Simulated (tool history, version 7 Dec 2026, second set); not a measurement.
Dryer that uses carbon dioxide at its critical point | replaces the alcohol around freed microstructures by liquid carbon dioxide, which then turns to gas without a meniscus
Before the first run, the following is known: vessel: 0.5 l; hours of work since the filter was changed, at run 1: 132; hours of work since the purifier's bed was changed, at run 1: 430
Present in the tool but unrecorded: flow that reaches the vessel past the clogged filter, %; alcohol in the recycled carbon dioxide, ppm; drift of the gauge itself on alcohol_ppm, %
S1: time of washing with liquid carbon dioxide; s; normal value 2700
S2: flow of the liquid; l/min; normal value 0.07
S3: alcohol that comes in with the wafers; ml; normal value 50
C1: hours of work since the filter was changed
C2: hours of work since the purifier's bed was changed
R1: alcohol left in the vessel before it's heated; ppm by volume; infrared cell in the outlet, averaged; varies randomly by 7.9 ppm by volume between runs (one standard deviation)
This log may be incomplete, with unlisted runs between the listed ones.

run 1 day=0 | S1=2700 S2=0.07 S3=50 | C1=132 C2=430 | R1=659
run 2 day=1.554 | S1=2700 S2=0.07 S3=50 | C1=144 C2=442 | R1=672
run 3 day=2.967 | S1=2700 S2=0.07 S3=20 | C1=154 C2=452 | R1=325
run 4 day=4.462 | S1=2700 S2=0.07 S3=50 | C1=166 C2=464 | R1=719
run 5 day=7.175 | S1=2700 S2=0.07 S3=50 | C1=186 C2=484 | R1=764
run 6 day=8.346 | S1=2700 S2=0.07 S3=50 | C1=195 C2=493 | R1=776
-- day=9.546 inlet filter changed
run 7 day=10.254 | S1=2700 S2=0.07 S3=50 | C1=5 C2=507 | R1=504
run 8 day=11.733 | S1=2700 S2=0.07 S3=48 | C1=17 C2=518 | R1=499
run 9 day=14.158 | S1=2700 S2=0.07 S3=50 | C1=35 C2=537 | R1=550
run 10 day=16.1 | S1=2820 S2=0.07 S3=50 | C1=50 C2=552 | R1=460
run 11 day=17.562 | S1=2760 S2=0.07 S3=50 | C1=61 C2=563 | R1=536
run 12 day=20.254 | S1=2700 S2=0.0622 S3=50 | C1=81 C2=583 | R1=1032
run 13 day=23.033 | S1=3720 S2=0.0984 S3=105 | C1=102 C2=604 | R1=120
run 14 day=24.496 | S1=3720 S2=0.0984 S3=105 | C1=113 C2=615 | R1=115
run 15 day=26.658 | S1=2700 S2=0.08 S3=50 | C1=129 C2=631 | R1=397
run 16 day=28.896 | S1=2760 S2=0.053 S3=50 | C1=146 C2=648 | R1=1981
run 17 day=30.754 | S1=3720 S2=0.0812 S3=50 | C1=160 C2=662 | R1=142
run 18 day=33.121 | S1=3720 S2=0.0812 S3=50 | C1=178 C2=680 | R1=156
run 19 day=35.746 | S1=2820 S2=0.052 S3=89 | C1=198 C2=700 | R1=3906
-- day=36.362 inlet filter changed
run 20 day=37.825 | S1=1920 S2=0.0696 S3=89 | C1=11 C2=716 | R1=3871
run 21 day=39.146 | S1=3000 S2=0.0756 S3=75 | C1=21 C2=726 | R1=344
run 22 day=40.433 | S1=3540 S2=0.07 S3=46 | C1=31 C2=735 | R1=202
run 23 day=42.162 | S1=3540 S2=0.046 S3=23 | C1=44 C2=748 | R1=562

Forecast each of these 5 alternatives for the next run:
-- day=43.45 purifier's bed changed
run A day=43.592 | S1=3840 S2=0.07 S3=27 | C1=54 C2=1 | R1=?
-- day=43.45 purifier's bed changed
run B day=43.592 | S1=3120 S2=0.0876 S3=50 | C1=54 C2=1 | R1=?
-- day=43.45 purifier's bed changed
run C day=43.592 | S1=2940 S2=0.0592 S3=50 | C1=54 C2=1 | R1=?
-- day=43.45 purifier's bed changed
run D day=43.592 | S1=4320 S2=0.103 S3=27 | C1=54 C2=1 | R1=?
-- day=43.45 purifier's bed changed
run E day=43.592 | S1=2520 S2=0.0576 S3=23 | C1=54 C2=1 | R1=?

run=A R1=30
run=B R1=45
run=C R1=713
run=D R1=17
run=E R1=770
Without the tool's hidden state the same runs would have given:
run=A R1=23
run=B R1=34
run=C R1=611
run=D R1=16
run=E R1=677
